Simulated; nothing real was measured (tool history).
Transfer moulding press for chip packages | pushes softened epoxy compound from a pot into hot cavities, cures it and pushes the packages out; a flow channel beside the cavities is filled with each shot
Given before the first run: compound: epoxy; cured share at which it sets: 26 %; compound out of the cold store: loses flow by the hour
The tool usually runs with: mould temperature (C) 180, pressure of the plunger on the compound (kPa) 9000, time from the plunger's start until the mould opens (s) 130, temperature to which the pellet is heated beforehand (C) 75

run   hour  mould temperature (C)  pressure of the plunger on the compound (kPa)  time from the plunger's start until the mould opens (s)  temperature to which the pellet is heated beforehand (C)  incoming compound's hours out of the cold store  length that the compound runs in the flow channel (mm)  greatest force on the pins that push the packages out (N)
  1    0.0                    180                                           9000                                                      130                                                        75                                             45.2                                                     839                                                        221
  2   11.0                    180                                           9000                                                      130                                                        75                                             39.9                                                     857                                                        216
  3   18.9                    180                                           9000                                                      130                                                        75                                             12.8                                                     978                                                        229
  4   25.0                    180                                           7230                                                      130                                                        75                                             21.9                                                     837                                                        226
  5   32.1                    180                                           7230                                                      130                                                        75                                             44.8                                                     749                                                        220
  6   44.8                    180                                           9000                                                      130                                                        73                                             21.5                                                     943                                                        232
  7   53.7                    180                                           9000                                                      130                                                        75                                             16.8                                                     962                                                        229
  8   62.8                    180                                           9000                                                      130                                                        75                                             25.3                                                     913                                                        225
  9   74.7                    180                                           9000                                                      130                                                        75                                             32.8                                                     887                                                        217
 10   83.2                    180                                           9000                                                      130                                                        75                                             16.4                                                     959                                                        229
 11   95.0                    180                                           9000                                                      130                                                        84                                             35.8                                                     868                                                        218
 12  101.5                    180                                           9000                                                      127                                                        75                                             37.7                                                     861                                                        230
 13  109.6                    180                                           9000                                                      130                                                        66                                             31.9                                                     887                                                        227
 14  121.1                    180                                           9000                                                      130                                                        75                                             41.0                                                     844                                                        224
 15  127.6                    180                                           9000                                                      161                                                        65                                             43.0                                                     838                                                        203
     141.2  -- cavities cleaned with cleaning compound and waxed
 16  141.3                    175                                           8420                                                      120                                                        76                                             21.3                                                     923                                                        363
 17  150.6                    176                                           8420                                                      114                                                        69                                              8.9                                                     974                                                        399
 18  160.4                    178                                           8500                                                      114                                                        82                                             26.7                                                     891                                                        312
 19  167.8                    178                                           8500                                                      114                                                        82                                             42.3                                                     830                                                        307
 20  178.7                    188                                           8340                                                      130                                                        74                                             36.2                                                     818                                                        200
 21  191.0                    188                                           8340                                                      130                                                        74                                             41.8                                                     798                                                        195
 22  203.4                    188                                           8340                                                      130                                                        74                                             16.6                                                     899                                                        187
 23  214.8                    188                                           8340                                                      130                                                        74                                             29.5                                                     841                                                        184
 24  226.2                    188                                           8340                                                      130                                                        74                                             43.7                                                     784                                                        193
 25  232.4                    188                                          10790                                                      124                                                        80                                             47.3                                                     883                                                        192
 26  237.9                    188                                          10790                                                      124                                                        80                                             25.2                                                     975                                                        192
 27  245.5                    174                                           7230                                                      110                                                        80                                             35.0                                                     799                                                        441
     249.6  -- plunger's sealing rings changed
 28  256.0                    174                                           6850                                                      165                                                        80                                             18.1                                                     853                                                        230

Below are 3 alternative next runs, each starting from the tool's condition after run 28. Predict each:
  A  262.0                    180                                           9000                                                      144                                                        75                                             37.9                                                       ?                                                          ?
  B  262.0                    174                                           6850                                                      169                                                        80                                             26.9                                                       ?                                                          ?
  C  262.0                    184                                           6850                                                      165                                                        80                                             26.7                                                       ?                                                          ?

run  length that the compound runs in the flow channel (mm)  greatest force on the pins that push the packages out (N)
  A                                                     866                                                        203
  B                                                     818                                                        211
  C                                                     785                                                        185
With the hidden condition removed and each run's random variation left untouched, the same runs would have given:
run  length that the compound runs in the flow channel (mm)  greatest force on the pins that push the packages out (N)
  A                                                     866                                                        202
  B                                                     818                                                        210
  C                                                     785                                                        184
